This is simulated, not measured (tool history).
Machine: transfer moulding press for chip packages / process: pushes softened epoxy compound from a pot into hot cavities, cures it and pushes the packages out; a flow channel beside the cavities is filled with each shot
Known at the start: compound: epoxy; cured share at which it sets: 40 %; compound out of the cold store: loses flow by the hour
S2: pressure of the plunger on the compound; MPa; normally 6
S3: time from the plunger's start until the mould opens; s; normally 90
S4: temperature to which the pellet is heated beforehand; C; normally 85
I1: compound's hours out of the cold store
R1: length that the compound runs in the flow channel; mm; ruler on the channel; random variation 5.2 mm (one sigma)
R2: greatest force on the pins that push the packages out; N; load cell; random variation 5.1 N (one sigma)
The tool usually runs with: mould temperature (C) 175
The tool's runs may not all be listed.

Run 1, hour 0: usual settings; I1 29. Result: R1 538 mm, R2 250 N.
At hour 12.1: cavities cleaned with cleaning compound and waxed.
Run 2, hour 24.1: usual settings; I1 28.6. Result: R1 521 mm, R2 215 N.
Run 3, hour 40.4: usual settings; I1 23.8. Result: R1 551 mm, R2 229 N.
Run 4, hour 57.9: usual settings but S4 76 C; I1 24.2. Result: R1 544 mm, R2 270 N.
At hour 60.7: cavities cleaned with cleaning compound and waxed.
Run 5, hour 75.2: usual settings but S4 76 C; I1 21.7. Result: R1 557 mm, R2 222 N.
Run 6, hour 87.2: usual settings but S4 76 C; I1 31.9. Result: R1 517 mm, R2 237 N.
Run 7, hour 105.8: usual settings but S4 76 C; I1 44.7. Result: R1 483 mm, R2 245 N.
At hour 110.5: cavities cleaned with cleaning compound and waxed.
Run 8, hour 122.9: usual settings but S2 6.58 MPa, S3 125 s; I1 43.3. Result: R1 490 mm, R2 184 N.
Run 9, hour 138.8: usual settings but S2 6.58 MPa, S3 125 s, S4 83 C; I1 19.1. Result: R1 567 mm, R2 203 N.
Run 10, hour 148.5: usual settings but S2 6.57 MPa, S3 78 s, S4 83 C; I1 36.6. Result: R1 513 mm, R2 300 N.
At hour 157.7: plunger's sealing rings changed.
At hour 161.1: cavities cleaned with cleaning compound and waxed.
Run 11, hour 168.6: usual settings but S2 6.57 MPa, S3 78 s, S4 83 C; I1 46.1. Result: R1 550 mm, R2 252 N.
At hour 183.2: mould's thermocouples calibrated.
Run 12, hour 193.3: usual settings but mould temperature (C) 172, S4 89 C; I1 20.5. Result: R1 610 mm, R2 280 N.
Run 13, hour 203.2: usual settings but mould temperature (C) 172, S4 89 C; I1 11.8. Result: R1 652 mm, R2 302 N.

Branching from run 13: 3 alternative next runs. What would each branch give?
At hour 212.2: cavities cleaned with cleaning compound and waxed.
Run A, hour 216.8: usual settings but S3 94 s; I1 47.5. Result: R1 ?, R2 ?.
At hour 212.2: cavities cleaned with cleaning compound and waxed.
Run B, hour 216.8: usual settings but mould temperature (C) 172, S4 87 C; I1 24.7. Result: R1 ?, R2 ?.
At hour 212.2: cavities cleaned with cleaning compound and waxed.
Run C, hour 216.8: usual settings but mould temperature (C) 174, S3 125 s; I1 34.1. Result: R1 ?, R2 ?.

run   R1   R2
  A  530  184
  B  605  234
  C  562  171
With the hidden condition removed and each run's random variation left untouched, the same runs would have given:
run   R1   R2
  A  537  174
  B  613  222
  C  569  161
